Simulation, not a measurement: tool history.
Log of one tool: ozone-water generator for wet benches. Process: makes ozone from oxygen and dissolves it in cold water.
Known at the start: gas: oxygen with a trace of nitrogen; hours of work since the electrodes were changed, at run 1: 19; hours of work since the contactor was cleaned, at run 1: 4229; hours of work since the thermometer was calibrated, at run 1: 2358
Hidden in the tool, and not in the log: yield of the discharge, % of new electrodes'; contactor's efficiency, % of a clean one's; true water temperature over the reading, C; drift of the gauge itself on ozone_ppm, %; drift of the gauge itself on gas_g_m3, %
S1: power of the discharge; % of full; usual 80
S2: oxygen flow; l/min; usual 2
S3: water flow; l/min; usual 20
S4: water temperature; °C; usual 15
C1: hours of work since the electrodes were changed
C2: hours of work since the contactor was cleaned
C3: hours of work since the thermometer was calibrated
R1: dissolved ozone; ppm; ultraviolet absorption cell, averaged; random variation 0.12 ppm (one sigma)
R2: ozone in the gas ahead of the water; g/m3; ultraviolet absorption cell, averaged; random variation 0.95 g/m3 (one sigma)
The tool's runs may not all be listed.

| run | hour | S1 | S2 | S3 | S4 | C1 | C2 | C3 | R1 | R2 |
|---|---|---|---|---|---|---|---|---|---|---|
| 1 | 0 | 80 | 2 | 20 | 15 | 19 | 4229 | 2358 | 9.1 | 160.4 |
| 2 | 60.7 | 80 | 2 | 20 | 15 | 58 | 4268 | 2397 | 9.1 | 158.7 |
| 3 | 110.9 | 80 | 2 | 20 | 15 | 91 | 4301 | 2429 | 9.1 | 158.3 |
| 4 | 152.9 | 80 | 2 | 20 | 15 | 118 | 4327 | 2456 | 8.9 | 159.2 |
| 5 | 187 | 80 | 2 | 20 | 15 | 139 | 4349 | 2478 | 9.1 | 159.5 |
| 6 | 224.4 | 80 | 2 | 20 | 15 | 163 | 4373 | 2502 | 9 | 160.4 |
| 7 | 256.6 | 80 | 2 | 20 | 15 | 184 | 4394 | 2523 | 9.2 | 159 |
| 8 | 286.4 | 41 | 2 | 20 | 15 | 203 | 4413 | 2542 | 6.5 | 113.1 |
| 9 | 329 | 61 | 2 | 20 | 15 | 231 | 4441 | 2570 | 8 | 140 |
| 10 | 391.4 | 61 | 2 | 20 | 15 | 271 | 4481 | 2610 | 8 | 139.2 |
| 11 | 438.3 | 61 | 2 | 20 | 15 | 301 | 4511 | 2640 | 7.9 | 137.7 |
| 12 | 491.6 | 61 | 2 | 20 | 15 | 335 | 4545 | 2674 | 8.1 | 139.5 |
| 13 | 538.7 | 61 | 2 | 20 | 15 | 365 | 4575 | 2704 | 7.7 | 139 |
|  | 548.5 | contactor cleaned |
| 14 | 592 | 61 | 2 | 28 | 15 | 397 | 28 | 2736 | 5.1 | 138.8 |
| 15 | 627.9 | 61 | 2 | 28 | 15 | 420 | 51 | 2759 | 4.9 | 138.2 |
| 16 | 686.8 | 77 | 2 | 28 | 15 | 458 | 89 | 2797 | 5.8 | 154 |
| 17 | 740 | 77 | 2 | 28 | 15 | 492 | 123 | 2831 | 5.8 | 156.8 |
| 18 | 786.9 | 96 | 2.96 | 27 | 14 | 522 | 153 | 2861 | 8.2 | 151.6 |
| 19 | 830.3 | 47 | 1.06 | 30 | 19 | 550 | 181 | 2889 | 2.8 | 151.1 |
|  | 883.4 | contactor cleaned, once more |
| 20 | 890.9 | 47 | 1.06 | 30 | 19 | 587 | 5 | 2926 | 3.1 | 149.7 |
| 21 | 956.6 | 80 | 2 | 20 | 9 | 629 | 47 | 2968 | 9.7 | 159.3 |
| 22 | 1013.2 | 57 | 3.56 | 14 | 8 | 665 | 83 | 3004 | 14.9 | 109.8 |
| 23 | 1048.3 | 57 | 3.56 | 16 | 15 | 688 | 106 | 3027 | 12.1 | 110.6 |
| 24 | 1103 | 69 | 1.23 | 21 | 15 | 723 | 141 | 3062 | 6.6 | 174.6 |
| 25 | 1145.3 | 69 | 1.23 | 21 | 15 | 750 | 168 | 3089 | 6.5 | 173.2 |
| 26 | 1207.3 | 69 | 3.3 | 21 | 17 | 790 | 208 | 3129 | 9.8 | 125 |
| 27 | 1255 | 94 | 2 | 17 | 9 | 821 | 239 | 3159 | 12.4 | 171.7 |
| 28 | 1308 | 42 | 1.24 | 20 | 8 | 855 | 273 | 3194 | 5.5 | 134.1 |
| 29 | 1370 | 65 | 1.07 | 20 | 15 | 895 | 313 | 3233 | 6.1 | 175.2 |
| 30 | 1421.2 | 73 | 2.58 | 14 | 20 | 927 | 346 | 3266 | 13.3 | 139 |
| 31 | 1466.7 | 80 | 3.29 | 18 | 15 | 957 | 375 | 3296 | 12.7 | 133.3 |
| 32 | 1522.2 | 80 | 3.29 | 18 | 15 | 992 | 410 | 3331 | 12.7 | 133 |

The same runs without the tool's hidden state, with the same run-to-run variation:
| run | R1 | R2 |
|---|---|---|
| 1 | 9.6 | 161.8 |
| 2 | 9.6 | 160.1 |
| 3 | 9.6 | 159.9 |
| 4 | 9.4 | 160.7 |
| 5 | 9.6 | 161.1 |
| 6 | 9.5 | 162.1 |
| 7 | 9.7 | 160.7 |
| 8 | 6.8 | 113.9 |
| 9 | 8.4 | 141.4 |
| 10 | 8.4 | 140.6 |
| 11 | 8.3 | 139.1 |
| 12 | 8.5 | 141 |
| 13 | 8.2 | 140.6 |
| 14 | 5.6 | 140.4 |
| 15 | 5.4 | 139.8 |
| 16 | 6.4 | 156.2 |
| 17 | 6.4 | 159.1 |
| 18 | 9.1 | 154.1 |
| 19 | 3 | 152.8 |
| 20 | 3.2 | 151.5 |
| 21 | 10 | 161.9 |
| 22 | 15.2 | 111.4 |
| 23 | 12.4 | 112.1 |
| 24 | 6.7 | 177.4 |
| 25 | 6.6 | 176 |
| 26 | 10 | 127.1 |
| 27 | 12.8 | 175.2 |
| 28 | 5.6 | 135.9 |
| 29 | 6.3 | 178.3 |
| 30 | 13.7 | 141.7 |
| 31 | 13.1 | 136 |
| 32 | 13.1 | 135.8 |
